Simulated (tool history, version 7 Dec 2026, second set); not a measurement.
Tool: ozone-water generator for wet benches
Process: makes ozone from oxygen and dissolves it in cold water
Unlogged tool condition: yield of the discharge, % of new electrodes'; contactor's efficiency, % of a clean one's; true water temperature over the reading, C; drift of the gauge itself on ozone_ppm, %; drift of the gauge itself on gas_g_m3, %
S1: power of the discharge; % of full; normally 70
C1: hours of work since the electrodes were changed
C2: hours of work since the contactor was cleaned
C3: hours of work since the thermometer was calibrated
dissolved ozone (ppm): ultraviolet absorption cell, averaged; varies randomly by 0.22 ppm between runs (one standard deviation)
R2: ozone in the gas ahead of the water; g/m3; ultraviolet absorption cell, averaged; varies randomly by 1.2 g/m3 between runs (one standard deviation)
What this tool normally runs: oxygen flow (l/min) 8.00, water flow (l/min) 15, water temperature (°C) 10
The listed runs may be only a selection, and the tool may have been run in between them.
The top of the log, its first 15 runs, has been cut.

{"run": 16, "hour": 2365.3, "S1": 70, "oxygen flow (l/min)": 8.0, "water flow (l/min)": 10, "water temperature (°C)": 10, "C1": 2646, "C2": 530, "C3": 2858, "dissolved ozone (ppm)": 36.3, "R2": 185.6}
{"run": 17, "hour": 2514.0, "S1": 70, "oxygen flow (l/min)": 8.0, "water flow (l/min)": 10, "water temperature (°C)": 10, "C1": 2747, "C2": 631, "C3": 2959, "dissolved ozone (ppm)": 36.0, "R2": 184.9}
{"run": 18, "hour": 2613.8, "S1": 70, "oxygen flow (l/min)": 8.0, "water flow (l/min)": 10, "water temperature (°C)": 10, "C1": 2815, "C2": 699, "C3": 3026, "dissolved ozone (ppm)": 35.9, "R2": 185.6}
{"run": 19, "hour": 2766.9, "S1": 70, "oxygen flow (l/min)": 8.0, "water flow (l/min)": 15, "water temperature (°C)": 13, "C1": 2919, "C2": 802, "C3": 3130, "dissolved ozone (ppm)": 24.9, "R2": 184.1}
{"hour": 2967.8, "done": "contactor cleaned, once more"}
{"run": 20, "hour": 2997.9, "S1": 62, "oxygen flow (l/min)": 9.36, "water flow (l/min)": 16, "water temperature (°C)": 9, "C1": 3073, "C2": 20, "C3": 3284, "dissolved ozone (ppm)": 23.8, "R2": 152.5}
{"run": 21, "hour": 3140.0, "S1": 62, "oxygen flow (l/min)": 10.64, "water flow (l/min)": 17, "water temperature (°C)": 9, "C1": 3169, "C2": 117, "C3": 3381, "dissolved ozone (ppm)": 21.9, "R2": 139.9}
{"run": 22, "hour": 3239.2, "S1": 78, "oxygen flow (l/min)": 8.0, "water flow (l/min)": 15, "water temperature (°C)": 5, "C1": 3236, "C2": 184, "C3": 3448, "dissolved ozone (ppm)": 32.5, "R2": 197.8}
{"run": 23, "hour": 3337.9, "S1": 78, "oxygen flow (l/min)": 9.21, "water flow (l/min)": 17, "water temperature (°C)": 5, "C1": 3303, "C2": 251, "C3": 3515, "dissolved ozone (ppm)": 28.4, "R2": 177.6}
{"run": 24, "hour": 3488.5, "S1": 58, "oxygen flow (l/min)": 11.87, "water flow (l/min)": 15, "water temperature (°C)": 10, "C1": 3406, "C2": 353, "C3": 3617, "dissolved ozone (ppm)": 21.8, "R2": 123.9}
{"run": 25, "hour": 3683.2, "S1": 58, "oxygen flow (l/min)": 11.87, "water flow (l/min)": 15, "water temperature (°C)": 10, "C1": 3538, "C2": 485, "C3": 3749, "dissolved ozone (ppm)": 21.5, "R2": 122.7}
{"run": 26, "hour": 3855.8, "S1": 58, "oxygen flow (l/min)": 11.87, "water flow (l/min)": 15, "water temperature (°C)": 10, "C1": 3655, "C2": 602, "C3": 3866, "dissolved ozone (ppm)": 21.5, "R2": 122.2}
{"run": 27, "hour": 4047.6, "S1": 54, "oxygen flow (l/min)": 5.75, "water flow (l/min)": 15, "water temperature (°C)": 8, "C1": 3785, "C2": 732, "C3": 3996, "dissolved ozone (ppm)": 23.8, "R2": 179.2}

Estimate the outcome of run 28 from the log above:
{"run": 28, "hour": 4153.1, "S1": 42, "oxygen flow (l/min)": 8.0, "water flow (l/min)": 9, "water temperature (°C)": 10, "C1": 3856, "C2": 804, "C3": 4068, "dissolved ozone (ppm)": "?", "R2": "?"}

{"run 28": {"dissolved ozone (ppm)": 26.3, "R2": 123.2}}
Without the tool's hidden state the same run would have given dissolved ozone (ppm) 30.1, R2 138.4 g/m3.
